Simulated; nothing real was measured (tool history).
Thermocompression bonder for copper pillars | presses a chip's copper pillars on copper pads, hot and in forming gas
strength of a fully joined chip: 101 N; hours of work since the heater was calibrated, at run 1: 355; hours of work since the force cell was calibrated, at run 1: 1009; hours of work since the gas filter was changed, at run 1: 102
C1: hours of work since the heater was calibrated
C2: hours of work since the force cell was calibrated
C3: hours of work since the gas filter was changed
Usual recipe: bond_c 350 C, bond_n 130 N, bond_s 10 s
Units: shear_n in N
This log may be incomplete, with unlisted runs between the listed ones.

Run 1, hour 0: usual settings; C1 355; C2 1009; C3 102. Result: shear_n 43.1 N.
Run 2, hour 30: usual settings but bond_c 377 C; C1 376; C2 1030; C3 123. Result: shear_n 52.3 N.
Run 3, hour 46.8: usual settings but bond_c 377 C; C1 388; C2 1042; C3 135. Result: shear_n 52.1 N.
Run 4, hour 71.3: usual settings but bond_c 357 C; C1 405; C2 1059; C3 152. Result: shear_n 45.7 N.
Run 5, hour 86.6: usual settings; C1 415; C2 1070; C3 162. Result: shear_n 43.1 N.
Run 6, hour 108.5: usual settings but bond_c 345 C; C1 431; C2 1085; C3 178. Result: shear_n 41.8 N.
Run 7, hour 138: usual settings but bond_c 327 C, bond_n 79 N, bond_s 6 s; C1 451; C2 1106; C3 198. Result: shear_n 18.2 N.
Run 8, hour 170.4: usual settings but bond_c 327 C, bond_n 79 N, bond_s 21 s; C1 474; C2 1128; C3 221. Result: shear_n 31.1 N.
At hour 195.1: forming gas filter changed.
Run 9, hour 195.1: usual settings but bond_c 333 C, bond_n 190 N, bond_s 11 s; C1 491; C2 1145; C3 0. Result: shear_n 53.1 N.
Run 10, hour 210.2: usual settings but bond_c 376 C, bond_n 97 N; C1 501; C2 1156; C3 11. Result: shear_n 41.7 N.
Run 11, hour 228.9: usual settings but bond_c 360 C, bond_n 145 N, bond_s 13 s; C1 514; C2 1169; C3 24. Result: shear_n 55.3 N.

Consider 5 possible next runs. They are alternatives, not a sequence: every one starts from the tool as it was left by run 11. What does each give?
Run A, hour 258.3: usual settings but bond_c 360 C, bond_n 157 N, bond_s 6 s; C1 535; C2 1189; C3 44. Result: shear_n ?.
Run B, hour 258.3: usual settings but bond_c 364 C, bond_n 150 N, bond_s 16 s; C1 535; C2 1189; C3 44. Result: shear_n ?.
Run C, hour 258.3: usual settings but bond_c 361 C, bond_n 118 N, bond_s 16 s; C1 535; C2 1189; C3 44. Result: shear_n ?.
Run D, hour 258.3: usual settings but bond_c 338 C, bond_n 88 N, bond_s 15 s; C1 535; C2 1189; C3 44. Result: shear_n ?.
Run E, hour 258.3: usual settings but bond_c 372 C, bond_n 102 N, bond_s 9 s; C1 535; C2 1189; C3 44. Result: shear_n ?.

run  shear_n
  A       45
  B     62.7
  C     52.2
  D     33.3
  E     40.9
What these runs would have given with no unlogged condition in the tool:
run  shear_n
  A     44.3
  B     61.8
  C     51.5
  D     32.8
  E     40.3

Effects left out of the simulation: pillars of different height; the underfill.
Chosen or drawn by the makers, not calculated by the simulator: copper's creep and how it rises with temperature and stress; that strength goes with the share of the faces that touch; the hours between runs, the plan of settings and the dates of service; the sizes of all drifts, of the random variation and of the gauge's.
